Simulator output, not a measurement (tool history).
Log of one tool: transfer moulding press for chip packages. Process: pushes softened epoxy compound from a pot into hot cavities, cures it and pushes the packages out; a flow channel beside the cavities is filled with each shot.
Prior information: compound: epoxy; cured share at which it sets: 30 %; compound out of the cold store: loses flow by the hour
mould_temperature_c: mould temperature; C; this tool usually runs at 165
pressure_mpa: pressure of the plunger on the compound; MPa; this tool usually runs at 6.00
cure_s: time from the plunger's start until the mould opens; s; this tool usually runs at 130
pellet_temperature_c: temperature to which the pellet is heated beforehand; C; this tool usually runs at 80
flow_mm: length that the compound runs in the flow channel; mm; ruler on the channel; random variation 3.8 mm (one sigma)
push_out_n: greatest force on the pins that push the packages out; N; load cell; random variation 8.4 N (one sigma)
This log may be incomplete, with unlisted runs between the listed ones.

run   hour  mould_temperature_c  pressure_mpa  cure_s  pellet_temperature_c  incoming compound's hours out of the cold store  flow_mm  push_out_n
  1    0.0                  165          6.00     130                    80                                             46.6      434         686
  2   15.7                  165          6.00     130                    80                                             15.1      510         700
  3   23.2                  165          6.00     130                    80                                             42.1      445         716
      28.6  -- cavities cleaned with cleaning compound and waxed
  4   34.6                  165          6.00     130                    80                                             10.2      516         429
  5   45.3                  165          6.00     130                    79                                             42.5      452         466
  6   62.5                  165          6.00     130                    79                                             14.4      503         558
      65.8  -- mould's thermocouples calibrated
      74.0  -- plunger's sealing rings changed
  7   74.9                  165          6.00     130                    79                                             21.6      522         603
  8   91.3                  165          6.00     130                    80                                             40.8      475         642
  9  104.5                  165          6.00     130                    80                                             30.1      497         679
     115.2  -- mould's thermocouples calibrated, once more
 10  121.3                  165          6.00     130                    80                                             34.8      492         673
 11  129.5                  160          5.36     113                    80                                             10.9      524        1241
     135.2  -- cavities cleaned with cleaning compound and waxed
 12  143.9                  166          4.56     162                    90                                             27.8      435         400
 13  156.5                  166          4.56     162                    90                                             24.0      434         464
 14  165.6                  165          4.59     130                    74                                             29.9      427         549
 15  176.8                  165          4.72     117                    82                                             19.3      458         659
 16  191.4                  165          6.00     133                    76                                             43.6      456         617
 17  204.9                  158          6.00     130                    80                                             20.1      531         974
 18  220.7                  169          6.00     130                    80                                             33.4      471         642
 19  232.7                  163          6.00     139                    80                                             11.5      534         723
     235.1  -- cavities cleaned with cleaning compound and waxed
 20  244.4                  163          6.00     139                    80                                             10.6      542         433

Predict each of these 5 candidate next runs independently; none follows another, all start after run 20:
  A  252.4                  165          4.54     129                    81                                             19.9        ?           ?
  B  252.4                  163          6.00     161                    80                                             21.5        ?           ?
  C  252.4                  165          4.58     112                    80                                             38.0        ?           ?
  D  252.4                  163          5.87     139                    77                                             46.8        ?           ?
  E  252.4                  165          6.00     113                    80                                             41.6        ?           ?

run  flow_mm  push_out_n
  A      448         467
  B      503         467
  C      410         538
  D      453         497
  E      465         529
Without the tool's unlogged condition, the same runs would have read:
run  flow_mm  push_out_n
  A      462         367
  B      520         363
  C      423         429
  D      468         389
  E      480         421
